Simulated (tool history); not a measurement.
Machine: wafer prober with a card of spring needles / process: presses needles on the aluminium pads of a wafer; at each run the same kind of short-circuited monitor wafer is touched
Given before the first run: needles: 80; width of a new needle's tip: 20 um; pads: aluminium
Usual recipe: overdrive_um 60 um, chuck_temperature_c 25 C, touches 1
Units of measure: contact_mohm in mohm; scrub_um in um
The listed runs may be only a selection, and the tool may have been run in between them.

{"run": 1, "hour": 0.0, "overdrive_um": 60, "chuck_temperature_c": 25, "touches": 1, "contact_mohm": 181, "scrub_um": 9.77}
{"hour": 1.7, "done": "tips cleaned on abrasive film"}
{"hour": 11.3, "done": "tips cleaned on abrasive film"}
{"run": 2, "hour": 20.1, "overdrive_um": 60, "chuck_temperature_c": 25, "touches": 1, "contact_mohm": 200, "scrub_um": 9.72}
{"hour": 22.2, "done": "tips cleaned on abrasive film"}
{"hour": 32.1, "done": "tips cleaned on abrasive film"}
{"run": 3, "hour": 38.4, "overdrive_um": 60, "chuck_temperature_c": 25, "touches": 1, "contact_mohm": 173, "scrub_um": 9.69}
{"hour": 42.1, "done": "tips cleaned on abrasive film"}
{"run": 4, "hour": 50.3, "overdrive_um": 60, "chuck_temperature_c": 25, "touches": 1, "contact_mohm": 188, "scrub_um": 9.68}
{"hour": 52.2, "done": "tips cleaned on abrasive film"}
{"hour": 58.1, "done": "tips cleaned on abrasive film, once more"}
{"hour": 68.0, "done": "tips cleaned on abrasive film"}
{"run": 5, "hour": 72.5, "overdrive_um": 60, "chuck_temperature_c": 25, "touches": 1, "contact_mohm": 167, "scrub_um": 9.69}
{"hour": 78.3, "done": "tips cleaned on abrasive film"}
{"run": 6, "hour": 86.9, "overdrive_um": 60, "chuck_temperature_c": 25, "touches": 1, "contact_mohm": 193, "scrub_um": 9.66}
{"hour": 88.6, "done": "tips cleaned on abrasive film"}
{"hour": 98.1, "done": "tips cleaned on abrasive film"}
{"run": 7, "hour": 99.0, "overdrive_um": 60, "chuck_temperature_c": 29, "touches": 1, "contact_mohm": 132, "scrub_um": 9.65}
{"hour": 108.1, "done": "tips cleaned on abrasive film"}
{"hour": 117.9, "done": "tips cleaned on abrasive film"}
{"run": 8, "hour": 117.9, "overdrive_um": 60, "chuck_temperature_c": 29, "touches": 1, "contact_mohm": 128, "scrub_um": 9.61}
{"hour": 128.5, "done": "tips cleaned on abrasive film"}
{"run": 9, "hour": 130.8, "overdrive_um": 59, "chuck_temperature_c": 25, "touches": 1, "contact_mohm": 149, "scrub_um": 9.48}
{"hour": 138.7, "done": "tips cleaned on abrasive film"}
{"run": 10, "hour": 144.0, "overdrive_um": 45, "chuck_temperature_c": 25, "touches": 1, "contact_mohm": 215, "scrub_um": 7.14}
{"hour": 148.3, "done": "tips cleaned on abrasive film"}
{"run": 11, "hour": 156.1, "overdrive_um": 60, "chuck_temperature_c": 25, "touches": 1, "contact_mohm": 194, "scrub_um": 9.59}
{"hour": 157.6, "done": "tips cleaned on abrasive film"}
{"hour": 163.5, "done": "height of the first contact set anew"}
{"hour": 168.4, "done": "tips cleaned on abrasive film"}
{"run": 12, "hour": 169.4, "overdrive_um": 77, "chuck_temperature_c": 25, "touches": 1, "contact_mohm": 125, "scrub_um": 12.63}
{"hour": 178.6, "done": "tips cleaned on abrasive film"}
{"run": 13, "hour": 181.2, "overdrive_um": 77, "chuck_temperature_c": 25, "touches": 1, "contact_mohm": 132, "scrub_um": 12.61}
{"hour": 188.2, "done": "tips cleaned on abrasive film"}
{"run": 14, "hour": 196.5, "overdrive_um": 77, "chuck_temperature_c": 48, "touches": 1, "contact_mohm": 166, "scrub_um": 12.6}
{"hour": 197.7, "done": "tips cleaned on abrasive film"}
{"hour": 207.3, "done": "tips cleaned on abrasive film"}
{"run": 15, "hour": 211.3, "overdrive_um": 77, "chuck_temperature_c": 48, "touches": 1, "contact_mohm": 145, "scrub_um": 12.61}
{"hour": 217.5, "done": "tips cleaned on abrasive film"}
{"run": 16, "hour": 224.2, "overdrive_um": 77, "chuck_temperature_c": 48, "touches": 1, "contact_mohm": 154, "scrub_um": 12.58}
{"hour": 227.5, "done": "tips cleaned on abrasive film"}
{"hour": 236.9, "done": "tips cleaned on abrasive film"}
{"hour": 246.1, "done": "tips cleaned on abrasive film"}
{"run": 17, "hour": 246.7, "overdrive_um": 41, "chuck_temperature_c": 68, "touches": 2, "contact_mohm": 144, "scrub_um": 6.65}
{"hour": 256.5, "done": "tips cleaned on abrasive film"}
{"run": 18, "hour": 263.3, "overdrive_um": 60, "chuck_temperature_c": 25, "touches": 1, "contact_mohm": 180, "scrub_um": 9.74}
{"hour": 266.9, "done": "tips cleaned on abrasive film"}
{"hour": 276.3, "done": "tips cleaned on abrasive film"}
{"run": 19, "hour": 279.0, "overdrive_um": 53, "chuck_temperature_c": 58, "touches": 1, "contact_mohm": 167, "scrub_um": 8.59}
{"hour": 285.5, "done": "tips cleaned on abrasive film"}
{"hour": 294.9, "done": "tips cleaned on abrasive film"}
{"run": 20, "hour": 299.2, "overdrive_um": 74, "chuck_temperature_c": 32, "touches": 1, "contact_mohm": 150, "scrub_um": 12.01}
{"hour": 304.7, "done": "tips cleaned on abrasive film"}
{"hour": 314.2, "done": "tips cleaned on abrasive film"}
{"run": 21, "hour": 321.5, "overdrive_um": 74, "chuck_temperature_c": 32, "touches": 1, "contact_mohm": 165, "scrub_um": 12.0}
{"hour": 324.6, "done": "tips cleaned on abrasive film"}
{"hour": 335.1, "done": "tips cleaned on abrasive film"}
{"run": 22, "hour": 341.3, "overdrive_um": 60, "chuck_temperature_c": 60, "touches": 1, "contact_mohm": 190, "scrub_um": 9.68}

Alternative continuations, all from the tool just after run 22; predict every row:
{"hour": 344.8, "done": "tips cleaned on abrasive film"}
{"run": "A", "hour": 353.3, "overdrive_um": 69, "chuck_temperature_c": 69, "touches": 1, "contact_mohm": "?", "scrub_um": "?"}
{"hour": 344.8, "done": "tips cleaned on abrasive film"}
{"run": "B", "hour": 353.3, "overdrive_um": 68, "chuck_temperature_c": 66, "touches": 3, "contact_mohm": "?", "scrub_um": "?"}
{"hour": 344.8, "done": "tips cleaned on abrasive film"}
{"run": "C", "hour": 353.3, "overdrive_um": 78, "chuck_temperature_c": 60, "touches": 2, "contact_mohm": "?", "scrub_um": "?"}
{"hour": 344.8, "done": "tips cleaned on abrasive film"}
{"run": "D", "hour": 353.3, "overdrive_um": 76, "chuck_temperature_c": 60, "touches": 1, "contact_mohm": "?", "scrub_um": "?"}

run=A contact_mohm=179 scrub_um=11.15
run=B contact_mohm=140 scrub_um=10.98
run=C contact_mohm=149 scrub_um=12.64
run=D contact_mohm=165 scrub_um=12.31
Take away the tool's hidden state, keep each run's random variation, and the runs would have read:
run=A contact_mohm=123 scrub_um=11.32
run=B contact_mohm=118 scrub_um=11.15
run=C contact_mohm=121 scrub_um=12.81
run=D contact_mohm=118 scrub_um=12.48
